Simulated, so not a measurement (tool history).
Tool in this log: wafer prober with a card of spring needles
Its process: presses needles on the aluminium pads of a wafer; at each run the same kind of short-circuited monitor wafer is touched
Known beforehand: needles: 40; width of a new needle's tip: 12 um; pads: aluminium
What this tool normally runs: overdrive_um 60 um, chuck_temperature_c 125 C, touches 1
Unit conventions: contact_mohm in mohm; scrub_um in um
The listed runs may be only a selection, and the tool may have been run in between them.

{"run": 1, "hour": 0.0, "overdrive_um": 60, "chuck_temperature_c": 125, "touches": 1, "contact_mohm": 172, "scrub_um": 8.66}
{"run": 2, "hour": 8.6, "overdrive_um": 60, "chuck_temperature_c": 125, "touches": 1, "contact_mohm": 170, "scrub_um": 8.65}
{"run": 3, "hour": 18.7, "overdrive_um": 60, "chuck_temperature_c": 125, "touches": 1, "contact_mohm": 172, "scrub_um": 8.68}
{"run": 4, "hour": 28.6, "overdrive_um": 60, "chuck_temperature_c": 125, "touches": 1, "contact_mohm": 173, "scrub_um": 8.73}
{"run": 5, "hour": 43.6, "overdrive_um": 60, "chuck_temperature_c": 125, "touches": 1, "contact_mohm": 169, "scrub_um": 8.69}
{"run": 6, "hour": 59.2, "overdrive_um": 41, "chuck_temperature_c": 125, "touches": 1, "contact_mohm": 182, "scrub_um": 5.99}
{"run": 7, "hour": 75.2, "overdrive_um": 60, "chuck_temperature_c": 125, "touches": 3, "contact_mohm": 172, "scrub_um": 8.74}
{"run": 8, "hour": 93.3, "overdrive_um": 60, "chuck_temperature_c": 125, "touches": 3, "contact_mohm": 172, "scrub_um": 8.75}
{"run": 9, "hour": 112.6, "overdrive_um": 60, "chuck_temperature_c": 72, "touches": 1, "contact_mohm": 163, "scrub_um": 8.73}
{"run": 10, "hour": 121.2, "overdrive_um": 50, "chuck_temperature_c": 125, "touches": 1, "contact_mohm": 174, "scrub_um": 7.27}
{"run": 11, "hour": 131.1, "overdrive_um": 50, "chuck_temperature_c": 125, "touches": 1, "contact_mohm": 177, "scrub_um": 7.25}
{"run": 12, "hour": 148.9, "overdrive_um": 53, "chuck_temperature_c": 125, "touches": 1, "contact_mohm": 173, "scrub_um": 7.68}
{"run": 13, "hour": 167.4, "overdrive_um": 60, "chuck_temperature_c": 106, "touches": 1, "contact_mohm": 169, "scrub_um": 8.73}
{"run": 14, "hour": 175.8, "overdrive_um": 60, "chuck_temperature_c": 125, "touches": 2, "contact_mohm": 173, "scrub_um": 8.71}
{"run": 15, "hour": 185.7, "overdrive_um": 43, "chuck_temperature_c": 26, "touches": 1, "contact_mohm": 159, "scrub_um": 6.24}
{"run": 16, "hour": 200.2, "overdrive_um": 53, "chuck_temperature_c": 47, "touches": 2, "contact_mohm": 161, "scrub_um": 7.66}
{"run": 17, "hour": 213.3, "overdrive_um": 52, "chuck_temperature_c": 93, "touches": 1, "contact_mohm": 170, "scrub_um": 7.53}
{"run": 18, "hour": 223.4, "overdrive_um": 42, "chuck_temperature_c": 93, "touches": 2, "contact_mohm": 175, "scrub_um": 6.08}
{"run": 19, "hour": 238.2, "overdrive_um": 63, "chuck_temperature_c": 111, "touches": 1, "contact_mohm": 168, "scrub_um": 9.12}
{"run": 20, "hour": 249.9, "overdrive_um": 78, "chuck_temperature_c": 111, "touches": 2, "contact_mohm": 164, "scrub_um": 11.33}
{"run": 21, "hour": 269.1, "overdrive_um": 78, "chuck_temperature_c": 111, "touches": 2, "contact_mohm": 164, "scrub_um": 11.28}

Not shown here: 7 entries made in the log between runs. Locate each between two listed runs and compare the hidden state at the listed run before it with the hidden state at the listed run after it:
From run 4 to run 5: tips cleaned on abrasive film (hour 31.1)
  debris on the tips, nm: 0.1 -> 0
From run 6 to run 7: tips cleaned on abrasive film (hour 73.8)
  debris on the tips, nm: 0.1 -> 0
From run 9 to run 10: tips cleaned on abrasive film (hour 116.8)
  debris on the tips, nm: 0.1 -> 0
From run 12 to run 13: tips cleaned on abrasive film (hour 159.4)
  debris on the tips, nm: 0.1 -> 0
From run 16 to run 17: tips cleaned on abrasive film (hour 201.8)
  debris on the tips, nm: 0.1 -> 0
From run 19 to run 20: tips cleaned on abrasive film (hour 244.2); height of the first contact set anew (hour 249.6)
  debris on the tips, nm: 0.1 -> 0
